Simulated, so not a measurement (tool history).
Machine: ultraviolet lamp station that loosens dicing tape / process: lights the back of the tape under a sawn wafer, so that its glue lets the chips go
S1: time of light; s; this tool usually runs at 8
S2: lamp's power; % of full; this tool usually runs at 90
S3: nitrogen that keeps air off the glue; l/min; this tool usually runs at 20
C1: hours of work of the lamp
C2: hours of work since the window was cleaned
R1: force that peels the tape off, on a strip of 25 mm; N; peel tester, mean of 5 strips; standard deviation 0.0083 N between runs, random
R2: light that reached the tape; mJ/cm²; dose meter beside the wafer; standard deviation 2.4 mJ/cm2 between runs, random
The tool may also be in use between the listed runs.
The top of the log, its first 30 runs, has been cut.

| run | hour | S1 | S2 | S3 | C1 | C2 | R1 | R2 |
|---|---|---|---|---|---|---|---|---|
| 31 | 408.4 | 14 | 92 | 37 | 827 | 241 | 0.258 | 312 |
| 32 | 426.9 | 4 | 61 | 12 | 841 | 256 | 2.220 | 60 |
| 33 | 439.6 | 8 | 64 | 20 | 851 | 266 | 0.927 | 122 |
| 34 | 451.8 | 8 | 69 | 20 | 861 | 276 | 0.843 | 126 |
|  | 463.7 | window cleaned of glue's vapour |
| 35 | 469.0 | 8 | 69 | 20 | 875 | 4 | 0.712 | 143 |
| 36 | 486.8 | 8 | 69 | 20 | 889 | 18 | 0.739 | 140 |
| 37 | 504.5 | 8 | 69 | 20 | 903 | 33 | 0.716 | 142 |
| 38 | 515.7 | 6 | 90 | 28 | 912 | 42 | 0.680 | 137 |
| 39 | 531.7 | 8 | 91 | 14 | 925 | 54 | 0.631 | 182 |
| 40 | 541.3 | 10 | 82 | 9 | 932 | 62 | 0.668 | 203 |
| 41 | 555.3 | 7 | 87 | 9 | 944 | 73 | 1.026 | 151 |
| 42 | 571.2 | 5 | 61 | 9 | 956 | 86 | 2.048 | 73 |
| 43 | 580.9 | 5 | 61 | 9 | 964 | 94 | 1.989 | 74 |

Here are 4 independent what-if runs from the current tool condition. What would each one return?
| A | 594.3 | 5 | 86 | 16 | 975 | 104 | ? | ? |
| B | 594.3 | 5 | 83 | 35 | 975 | 104 | ? | ? |
| C | 594.3 | 5 | 88 | 22 | 975 | 104 | ? | ? |
| D | 594.3 | 5 | 62 | 9 | 975 | 104 | ? | ? |

| run | R1 | R2 |
|---|---|---|
| A | 1.227 | 105 |
| B | 0.940 | 100 |
| C | 1.061 | 106 |
| D | 2.072 | 73 |
Without the tool's unlogged condition, the same runs would have read:
| run | R1 | R2 |
|---|---|---|
| A | 0.753 | 154 |
| B | 0.547 | 147 |
| C | 0.630 | 156 |
| D | 1.500 | 108 |
